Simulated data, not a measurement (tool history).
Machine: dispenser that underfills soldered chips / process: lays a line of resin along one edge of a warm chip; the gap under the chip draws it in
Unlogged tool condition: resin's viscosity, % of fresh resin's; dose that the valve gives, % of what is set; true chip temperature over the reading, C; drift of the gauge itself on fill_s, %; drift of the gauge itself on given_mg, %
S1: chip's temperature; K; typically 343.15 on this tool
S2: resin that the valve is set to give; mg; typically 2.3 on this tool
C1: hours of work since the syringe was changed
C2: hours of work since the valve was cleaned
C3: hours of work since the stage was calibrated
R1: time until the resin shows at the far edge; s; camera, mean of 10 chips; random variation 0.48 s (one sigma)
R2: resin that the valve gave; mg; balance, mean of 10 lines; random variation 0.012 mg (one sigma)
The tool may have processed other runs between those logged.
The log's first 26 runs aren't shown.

-- hour=121.7 new syringe of resin
run 27 hour=122.6 | S1=343.15 S2=2.37 | C1=1 C2=63 C3=169 | R1=40 R2=2.23
run 28 hour=127.2 | S1=343.15 S2=2.37 | C1=4 C2=66 C3=172 | R1=49.3 R2=2.22
run 29 hour=132.5 | S1=355.15 S2=2.3 | C1=7 C2=69 C3=176 | R1=37.8 R2=2.14
-- hour=134.8 new syringe of resin
run 30 hour=139.5 | S1=332.15 S2=2.18 | C1=3 C2=74 C3=180 | R1=78 R2=2.04
run 31 hour=142.3 | S1=341.15 S2=2.39 | C1=5 C2=76 C3=182 | R1=60 R2=2.21
run 32 hour=146.9 | S1=341.15 S2=2.39 | C1=8 C2=79 C3=185 | R1=72.8 R2=2.2
-- hour=148 new syringe of resin
run 33 hour=153.7 | S1=356.15 S2=2.89 | C1=4 C2=83 C3=190 | R1=28.6 R2=2.65
run 34 hour=157.9 | S1=356.15 S2=2.89 | C1=7 C2=86 C3=193 | R1=35.3 R2=2.66
-- hour=161.4 new syringe of resin
run 35 hour=163.7 | S1=341.15 S2=2.3 | C1=2 C2=90 C3=196 | R1=48.7 R2=2.09
run 36 hour=168.1 | S1=341.15 S2=2 | C1=5 C2=93 C3=199 | R1=62.6 R2=1.83

Each row is a separate what-if for the run after 36, all from the same tool condition, not one after another. Results?
run A hour=172.2 | S1=338.15 S2=2.56 | C1=7 C2=96 C3=202 | R1=? R2=?
run B hour=172.2 | S1=342.15 S2=2.35 | C1=7 C2=96 C3=202 | R1=? R2=?
run C hour=172.2 | S1=352.15 S2=2.51 | C1=7 C2=96 C3=202 | R1=? R2=?
run D hour=172.2 | S1=332.15 S2=2.11 | C1=7 C2=96 C3=202 | R1=? R2=?

run=A R1=79.9 R2=2.35
run=B R1=67.5 R2=2.15
run=C R1=43.8 R2=2.29
run=D R1=106.3 R2=1.92
With the hidden condition removed and each run's random variation left untouched, the same runs would have given:
run=A R1=46.2 R2=2.58
run=B R1=38.8 R2=2.37
run=C R1=25.2 R2=2.52
run=D R1=60 R2=2.12

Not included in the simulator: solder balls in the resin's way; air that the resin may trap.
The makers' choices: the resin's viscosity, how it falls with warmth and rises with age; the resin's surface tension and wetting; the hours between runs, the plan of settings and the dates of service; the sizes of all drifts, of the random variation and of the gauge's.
